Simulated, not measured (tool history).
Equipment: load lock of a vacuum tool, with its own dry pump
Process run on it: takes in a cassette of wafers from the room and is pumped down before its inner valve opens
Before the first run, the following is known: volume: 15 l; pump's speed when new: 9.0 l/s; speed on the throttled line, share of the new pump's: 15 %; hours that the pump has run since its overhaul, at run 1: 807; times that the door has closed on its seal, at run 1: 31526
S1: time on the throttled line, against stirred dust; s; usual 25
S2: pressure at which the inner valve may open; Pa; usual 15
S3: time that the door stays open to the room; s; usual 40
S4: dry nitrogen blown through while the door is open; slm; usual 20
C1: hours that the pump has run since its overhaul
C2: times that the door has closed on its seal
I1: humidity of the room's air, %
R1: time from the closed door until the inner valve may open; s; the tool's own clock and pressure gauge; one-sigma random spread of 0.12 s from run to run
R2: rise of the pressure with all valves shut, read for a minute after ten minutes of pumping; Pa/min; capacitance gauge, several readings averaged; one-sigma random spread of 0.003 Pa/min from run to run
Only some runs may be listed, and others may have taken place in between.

run	day	S1	S2	S3	S4	C1	C2	I1	R1	R2
1	0	25	15	40	20	807	31526	43.8	36.1	0.441
2	3.579	25	15	40	20	893	31876	45.9	36.3	0.444
3	9.817	25	15	87	20	1043	32487	45.9	36.1	0.479
4	13.883	25	15	157	20	1140	32886	48.7	36.2	0.517
5	19.533	25	15	31	20	1276	33439	45	36.1	0.475
6	25.721	25	15	40	20	1424	34045	44.4	36.1	0.489
7	32.275	25	15	40	20	1582	34687	43.6	36	0.501
8	36.142	25	15	40	10	1675	35066	44.8	36.1	0.519
9	42.092	25	15	40	10	1817	35648	43.1	36.1	0.527
10	45.783	20	15	40	20	1906	36010	40.6	32.1	0.524
11	51.392	25	15	40	13	2040	36559	46	36.4	0.552
12	57.071	25	15	192	20	2177	37115	42.8	36.3	0.598
13	62.542	44	15	153	20	2308	37651	41.4	52.2	0.61
14	67.629	44	14	40	6	2430	38149	41.2	52.4	0.591
15	70.675	44	14	40	6	2503	38447	43.1	52.4	0.602
16	77.2	44	14	40	6	2660	39086	48	52.3	0.617
17	83.646	44	14	40	6	2815	39718	48.3	52.6	0.636
18	89.538	38	15	40	12	2956	40295	46.9	47.5	0.64
19	96.133	26	20	123	4	3114	40941	44	36.5	0.716
# day 100.438: door's seal changed, seat wiped
20	101.196	25	15	73	20	3234	74	43.1	36.4	0.053
21	104.988	25	15	26	20	3325	446	45.5	36.4	0.037
22	110.067	25	22	26	20	3447	943	44.3	35.9	0.049
23	115.962	25	15	103	31	3589	1521	47.1	36.6	0.064
24	118.896	16	11	40	20	3659	1808	42.2	29.5	0.052

3 ways to go on from here, each from the tool as it stands after run 24. What would each give?
A	124.058	49	29	110	20	3783	2313	47.8	?	?
B	124.058	25	15	25	20	3783	2313	43.6	?	?
C	124.058	38	15	40	20	3783	2313	42.5	?	?

run	R1	R2
A	55.2	0.084
B	36.5	0.046
C	47.2	0.058
Had the tool no hidden state, the same runs would have come out as:
run	R1	R2
A	54.9	0.072
B	35.9	0.035
C	46.7	0.047
